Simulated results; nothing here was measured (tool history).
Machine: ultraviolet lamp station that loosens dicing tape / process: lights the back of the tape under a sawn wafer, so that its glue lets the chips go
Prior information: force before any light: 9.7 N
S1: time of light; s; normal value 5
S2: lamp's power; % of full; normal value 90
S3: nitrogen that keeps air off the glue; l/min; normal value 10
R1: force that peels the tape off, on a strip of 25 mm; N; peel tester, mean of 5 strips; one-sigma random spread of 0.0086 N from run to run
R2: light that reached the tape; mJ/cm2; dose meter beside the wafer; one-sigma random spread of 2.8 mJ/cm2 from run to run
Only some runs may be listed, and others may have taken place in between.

run,hour,S1,S2,S3,R1,R2
1,0.0,5,90,10,0.441,337
2,11.0,5,90,10,0.431,342
3,19.2,5,90,6,0.555,334
4,29.4,5,90,10,0.447,331
5,35.9,5,90,7,0.513,338
6,47.3,5,90,4,0.663,337
7,52.6,2,90,10,2.329,132
8,65.6,2,90,10,2.384,134
9,71.0,2,90,5,2.768,136
10,79.2,2,90,5,2.718,133
11,85.7,2,90,5,2.776,131
12,95.1,2,90,5,2.765,131
13,101.0,5,90,9,0.496,331
14,111.8,5,90,9,0.499,332
15,118.6,3,90,10,1.297,193
16,128.8,5,75,10,0.687,270
17,141.7,6,90,10,0.358,382
18,149.1,6,90,10,0.356,386
19,157.4,5,90,10,0.501,321
20,163.8,5,90,10,0.514,318
21,170.9,5,90,10,0.495,318
22,178.9,5,90,10,0.494,315
23,187.3,5,90,7,0.576,315
24,196.2,5,82,10,0.581,285
25,206.0,5,82,9,0.610,286
26,216.8,9,90,10,0.261,566
27,228.2,9,68,3,0.441,423
28,234.4,7,79,7,0.397,381
29,245.6,9,69,13,0.312,423
30,253.6,9,69,13,0.306,427
31,262.1,4,97,5,0.913,266
32,272.9,7,69,3,0.743,327
33,281.6,7,69,3,0.755,326
34,291.2,9,90,10,0.255,550
35,303.7,9,90,4,0.293,546
36,314.5,4,75,17,1.107,200
37,324.7,9,67,15,0.303,404
38,337.8,3,90,18,1.284,182
39,346.5,2,76,13,3.147,99
40,354.0,2,76,13,3.191,101
41,360.6,2,76,13,3.054,99
42,371.0,2,76,13,3.136,101
# hour 381.0: window cleaned of glue's vapour
43,382.1,3,72,10,1.902,143
44,388.9,7,72,3,0.675,346
45,396.5,10,75,10,0.269,515

Consider 3 possible next runs. They are alternatives, not a sequence: every one starts from the tool as it was left by run 45. What does each give?
A,402.8,9,90,10,?,?
B,402.8,10,68,12,?,?
C,402.8,3,77,10,?,?

run,R1,R2
A,0.265,554
B,0.290,470
C,1.834,156
Stripped of hidden state, with their random variation kept, the same runs would have yielded:
run,R1,R2
A,0.251,702
B,0.259,595
C,1.229,199
